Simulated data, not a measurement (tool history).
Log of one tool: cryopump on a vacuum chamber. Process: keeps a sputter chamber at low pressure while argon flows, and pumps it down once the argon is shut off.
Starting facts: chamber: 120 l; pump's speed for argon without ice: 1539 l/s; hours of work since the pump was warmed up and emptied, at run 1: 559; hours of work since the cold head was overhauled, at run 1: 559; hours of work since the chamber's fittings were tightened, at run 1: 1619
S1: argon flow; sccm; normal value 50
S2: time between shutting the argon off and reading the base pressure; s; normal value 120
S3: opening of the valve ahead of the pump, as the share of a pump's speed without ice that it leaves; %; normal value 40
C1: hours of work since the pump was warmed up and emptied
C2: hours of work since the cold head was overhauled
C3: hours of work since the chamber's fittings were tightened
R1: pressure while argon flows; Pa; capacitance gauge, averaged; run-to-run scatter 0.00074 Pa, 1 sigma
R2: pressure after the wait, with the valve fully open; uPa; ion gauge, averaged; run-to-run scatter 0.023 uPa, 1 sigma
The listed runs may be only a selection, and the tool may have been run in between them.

run 1 hour=0.0 | S1=50 S2=120 S3=40 | C1=559 C2=559 C3=1619 | R1=0.1454 R2=2.02
run 2 hour=12.2 | S1=50 S2=290 S3=40 | C1=568 C2=568 C3=1628 | R1=0.1465 R2=1.64
run 3 hour=21.7 | S1=21 S2=120 S3=40 | C1=575 C2=575 C3=1636 | R1=0.0615 R2=2.00
run 4 hour=34.7 | S1=21 S2=120 S3=21 | C1=585 C2=585 C3=1646 | R1=0.1147 R2=2.06
run 5 hour=44.9 | S1=21 S2=120 S3=21 | C1=593 C2=593 C3=1654 | R1=0.1144 R2=2.07
run 6 hour=58.1 | S1=21 S2=120 S3=21 | C1=604 C2=604 C3=1664 | R1=0.1140 R2=2.04
run 7 hour=68.7 | S1=21 S2=22 S3=21 | C1=612 C2=612 C3=1672 | R1=0.1132 R2=4.64
run 8 hour=77.5 | S1=21 S2=22 S3=21 | C1=619 C2=619 C3=1679 | R1=0.1129 R2=4.60
run 9 hour=86.5 | S1=21 S2=22 S3=21 | C1=626 C2=626 C3=1686 | R1=0.1145 R2=4.58
run 10 hour=97.2 | S1=21 S2=22 S3=21 | C1=634 C2=634 C3=1694 | R1=0.1145 R2=4.54
run 11 hour=105.4 | S1=50 S2=120 S3=40 | C1=640 C2=640 C3=1700 | R1=0.1480 R2=2.02
run 12 hour=119.7 | S1=50 S2=120 S3=40 | C1=651 C2=651 C3=1712 | R1=0.1483 R2=2.05
run 13 hour=127.7 | S1=50 S2=120 S3=40 | C1=658 C2=658 C3=1718 | R1=0.1463 R2=2.10
run 14 hour=139.8 | S1=58 S2=33 S3=17 | C1=667 C2=667 C3=1727 | R1=0.3876 R2=3.68
run 15 hour=150.0 | S1=50 S2=48 S3=24 | C1=675 C2=675 C3=1735 | R1=0.2391 R2=3.03
run 16 hour=168.1 | S1=32 S2=224 S3=17 | C1=689 C2=689 C3=1749 | R1=0.2137 R2=1.83
run 17 hour=175.9 | S1=36 S2=224 S3=27 | C1=695 C2=695 C3=1755 | R1=0.1543 R2=1.79
run 18 hour=193.2 | S1=97 S2=41 S3=36 | C1=708 C2=708 C3=1768 | R1=0.3190 R2=3.37
run 19 hour=202.8 | S1=97 S2=41 S3=20 | C1=716 C2=716 C3=1776 | R1=0.5538 R2=3.26
run 20 hour=219.5 | S1=97 S2=60 S3=59 | C1=729 C2=729 C3=1789 | R1=0.2029 R2=2.73
run 21 hour=238.3 | S1=26 S2=218 S3=40 | C1=743 C2=743 C3=1803 | R1=0.0775 R2=1.93
-- hour=254.3 pump warmed up, emptied and cooled again
run 22 hour=259.4 | S1=99 S2=119 S3=40 | C1=4 C2=756 C3=1816 | R1=0.2732 R2=1.90
run 23 hour=274.7 | S1=99 S2=119 S3=40 | C1=16 C2=767 C3=1828 | R1=0.2748 R2=1.95
run 24 hour=286.4 | S1=99 S2=119 S3=40 | C1=25 C2=777 C3=1837 | R1=0.2766 R2=1.96
run 25 hour=298.7 | S1=99 S2=119 S3=40 | C1=34 C2=786 C3=1846 | R1=0.2732 R2=1.96

Each row is a separate what-if for the run after 25, all from the same tool condition, not one after another. Results?
run A hour=309.0 | S1=50 S2=138 S3=40 | C1=42 C2=794 C3=1854 | R1=? R2=?
run B hour=309.0 | S1=99 S2=96 S3=34 | C1=42 C2=794 C3=1854 | R1=? R2=?
run C hour=309.0 | S1=33 S2=138 S3=34 | C1=42 C2=794 C3=1854 | R1=? R2=?
run D hour=309.0 | S1=27 S2=192 S3=16 | C1=42 C2=794 C3=1854 | R1=? R2=?

run=A R1=0.1379 R2=1.89
run=B R1=0.3206 R2=2.09
run=C R1=0.1082 R2=1.89
run=D R1=0.1858 R2=1.76
The same runs, with their run-to-run variation unchanged, on a tool lacking any hidden condition would have given:
run=A R1=0.1367 R2=0.69
run=B R1=0.3181 R2=0.93
run=C R1=0.1074 R2=0.73
run=D R1=0.1851 R2=0.58
